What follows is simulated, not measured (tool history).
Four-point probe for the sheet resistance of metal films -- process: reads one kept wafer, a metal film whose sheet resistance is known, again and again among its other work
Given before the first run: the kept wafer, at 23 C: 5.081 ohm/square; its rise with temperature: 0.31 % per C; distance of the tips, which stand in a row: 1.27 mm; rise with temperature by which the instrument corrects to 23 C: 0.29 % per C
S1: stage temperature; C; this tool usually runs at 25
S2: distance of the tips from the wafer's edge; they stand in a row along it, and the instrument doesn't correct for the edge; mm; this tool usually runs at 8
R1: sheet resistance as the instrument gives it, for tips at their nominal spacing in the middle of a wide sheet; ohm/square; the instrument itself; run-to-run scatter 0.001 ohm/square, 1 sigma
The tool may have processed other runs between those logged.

| run | hour | S1 | S2 | R1 |
|---|---|---|---|---|
| 1 | 0.0 | 25 | 8 | 5.171419 |
| 2 | 22.2 | 25 | 8 | 5.172691 |
| 3 | 42.0 | 32 | 8 | 5.182099 |
| 4 | 57.8 | 32 | 66 | 5.112583 |
| 5 | 73.7 | 25 | 19 | 5.118444 |
| 6 | 83.6 | 25 | 9 | 5.160840 |
| 7 | 101.2 | 28 | 9 | 5.163837 |
| 8 | 110.9 | 25 | 8 | 5.174803 |
| 9 | 123.7 | 25 | 3 | 5.552448 |
| 10 | 137.2 | 25 | 3 | 5.552102 |
| 11 | 149.0 | 25 | 8 | 5.174048 |
| 12 | 161.9 | 19 | 8 | 5.169691 |
| 13 | 180.7 | 24 | 8 | 5.175239 |
| 14 | 201.9 | 24 | 8 | 5.175055 |
| 15 | 221.6 | 31 | 8 | 5.183031 |
| 16 | 243.6 | 31 | 10 | 5.159826 |
| 17 | 257.5 | 31 | 10 | 5.160941 |
| 18 | 279.7 | 31 | 10 | 5.158724 |
| 19 | 289.4 | 24 | 10 | 5.153258 |
| 20 | 310.5 | 24 | 10 | 5.152837 |
| 21 | 327.5 | 24 | 10 | 5.153381 |
| 22 | 342.0 | 24 | 10 | 5.156852 |
| 23 | 357.6 | 24 | 10 | 5.155930 |
| 24 | 379.4 | 24 | 10 | 5.153823 |
| 25 | 400.8 | 24 | 10 | 5.154912 |
| 26 | 423.0 | 33 | 5 | 5.292102 |
| 27 | 436.6 | 20 | 8 | 5.176777 |
| 28 | 446.0 | 25 | 19 | 5.127469 |
| 29 | 457.6 | 25 | 19 | 5.125435 |
| 30 | 475.3 | 25 | 5 | 5.285185 |
| 31 | 493.3 | 31 | 10 | 5.164414 |
|  | 495.3 | stage's thermometer calibrated |
| 32 | 503.2 | 21 | 61 | 5.106129 |
| 33 | 518.0 | 21 | 61 | 5.104811 |
| 34 | 538.2 | 21 | 61 | 5.104884 |
| 35 | 559.8 | 23 | 3 | 5.552435 |
| 36 | 581.7 | 27 | 11 | 5.147869 |
| 37 | 604.1 | 27 | 11 | 5.148801 |
| 38 | 622.8 | 23 | 8 | 5.176337 |
| 39 | 642.1 | 25 | 3 | 5.555010 |
| 40 | 663.1 | 25 | 18 | 5.124745 |
| 41 | 674.4 | 25 | 8 | 5.181459 |
| 42 | 688.2 | 25 | 8 | 5.181547 |
| 43 | 698.5 | 25 | 8 | 5.179073 |
| 44 | 707.7 | 32 | 71 | 5.121466 |

Some steps in R1 between neighbouring runs. How much of each would the tool show without its hidden state too (settings, what came in, random variation), and how much is left for the hidden state, with any gauge scatter that isn't in both results?
What the log doesn't record here: inner tips' distance over the nominal, %; tips' flats over new ones', %; wafer's true temperature over the reading, C; drift of the gauge itself on sheet_ohm, %.
Run 31 -> 32: S1 31 -> 21, S2 10 -> 61, stage's thermometer calibrated. R1 -0.058285 ohm/square: hidden state -0.007270, all else -0.051015.
Run 34 -> 35: S1 21 -> 23, S2 61 -> 3. R1 +0.447551 ohm/square: hidden state +0.002479, all else +0.445072.
Run 35 -> 36: S1 23 -> 27, S2 3 -> 11. R1 -0.404566 ohm/square: hidden state -0.001341, all else -0.403225.
Run 38 -> 39: S1 23 -> 25, S2 8 -> 3. R1 +0.378673 ohm/square: hidden state +0.002254, all else +0.376419.
Run 39 -> 40: S2 3 -> 18. R1 -0.430265 ohm/square: hidden state -0.001625, all else -0.428640.
